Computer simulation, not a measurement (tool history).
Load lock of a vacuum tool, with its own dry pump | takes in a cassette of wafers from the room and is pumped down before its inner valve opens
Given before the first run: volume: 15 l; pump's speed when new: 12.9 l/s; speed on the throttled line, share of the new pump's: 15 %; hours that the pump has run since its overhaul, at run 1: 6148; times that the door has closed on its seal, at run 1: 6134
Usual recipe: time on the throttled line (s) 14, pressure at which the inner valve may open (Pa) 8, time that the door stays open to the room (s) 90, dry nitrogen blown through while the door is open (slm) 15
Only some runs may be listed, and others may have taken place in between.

run    hour  time on the throttled line (s)  pressure at which the inner valve may open (Pa)  time that the door stays open to the room (s)  dry nitrogen blown through while the door is open (slm)  hours that the pump has run since its overhaul  times that the door has closed on its seal  incoming humidity of the room's air, %  time from the closed door until the inner valve may open (s)  rise of the pressure with all valves shut (Pa/min)
  1       0                              14                                                8                                             90                                                       15                                            6148                                        6134                                    42.9                                                          23.7                                               0.071
  2   155.7                              14                                                8                                             90                                                       15                                            6304                                        6664                                    45.5                                                          23.8                                               0.076
  3     277                              14                                                8                                             90                                                       11                                            6425                                        7076                                    43.1                                                          23.7                                                0.08
  4     348                              14                                                7                                             90                                                       15                                            6496                                        7318                                    47.6                                                          23.7                                               0.078
  5   478.4                              14                                                7                                             90                                                       15                                            6626                                        7762                                    45.9                                                          24.3                                               0.073
  6   596.2                              14                                                8                                             90                                                       15                                            6744                                        8163                                    48.2                                                            24                                               0.089
  7   685.7                              14                                                8                                             90                                                       15                                            6834                                        8467                                    43.9                                                          23.9                                               0.085
  8   751.5                              14                                                8                                             90                                                       15                                            6899                                        8691                                    44.6                                                            24                                               0.078
  9   874.1                              14                                                8                                             90                                                       15                                            7022                                        9108                                    46.9                                                          23.7                                               0.087
 10   974.9                              14                                                8                                             90                                                       15                                            7123                                        9452                                    49.5                                                            24                                               0.093
 11  1063.1                              14                                                8                                             90                                                       15                                            7211                                        9752                                    46.1                                                            24                                               0.083
 12  1200.9                              14                                                8                                            130                                                       15                                            7349                                       10221                                    47.7                                                            24                                               0.107
 13  1312.5                              14                                                8                                            130                                                       15                                            7460                                       10601                                    45.5                                                          23.9                                                 0.1
 14    1447                              14                                                8                                             90                                                       15                                            7595                                       11058                                      43                                                          23.8                                               0.098
 15  1568.5                              14                                                9                                             90                                                       15                                            7716                                       11472                                    44.1                                                          23.8                                               0.091
 16  1633.6                              14                                                9                                             90                                                       15                                            7781                                       11694                                    43.6                                                          23.5                                               0.093
 17  1715.1                              14                                               13                                             90                                                       15                                            7863                                       11971                                      44                                                          23.2                                               0.095
 18  1862.5                              14                                               13                                             90                                                       15                                            8010                                       12472                                    46.9                                                          23.4                                               0.104
 19    2006                              14                                                7                                             90                                                       15                                            8154                                       12961                                    47.3                                                          24.3                                                 0.1
 20  2142.9                              14                                                7                                             90                                                       15                                            8291                                       13427                                    47.1                                                          24.4                                               0.106
 21    2260                              11                                                8                                             74                                                       15                                            8408                                       13825                                    42.6                                                          21.6                                               0.096
 22  2340.6                              11                                                8                                            131                                                       15                                            8488                                       14100                                    44.2                                                          21.6                                               0.118
 23    2420                              11                                                8                                            131                                                       15                                            8568                                       14370                                    41.4                                                          21.9                                               0.117
 24  2579.5                              11                                                8                                             31                                                       34                                            8727                                       14913                                      45                                                          21.6                                                0.08
 25  2646.7                              20                                                8                                             79                                                       34                                            8795                                       15141                                    45.8                                                          28.9                                               0.095
 26  2791.1                              20                                                8                                             79                                                       34                                            8939                                       15633                                    45.5                                                          29.2                                               0.096
 27  2928.1                              20                                                8                                             90                                                        8                                            9076                                       16099                                    43.5                                                          29.3                                               0.126

Forecast run 28:
 28  3014.4                              20                                                8                                             90                                                        8                                            9162                                       16393                                    44.5                                                             ?                                                   ?

Run 28 measured time from the closed door until the inner valve may open (s) 29.1, rise of the pressure with all valves shut (Pa/min) 0.129.
Take away the tool's hidden state, keep the run-to-run variation as it was, and the same run would have given time from the closed door until the inner valve may open (s) 28.1, rise of the pressure with all valves shut (Pa/min) 0.065.

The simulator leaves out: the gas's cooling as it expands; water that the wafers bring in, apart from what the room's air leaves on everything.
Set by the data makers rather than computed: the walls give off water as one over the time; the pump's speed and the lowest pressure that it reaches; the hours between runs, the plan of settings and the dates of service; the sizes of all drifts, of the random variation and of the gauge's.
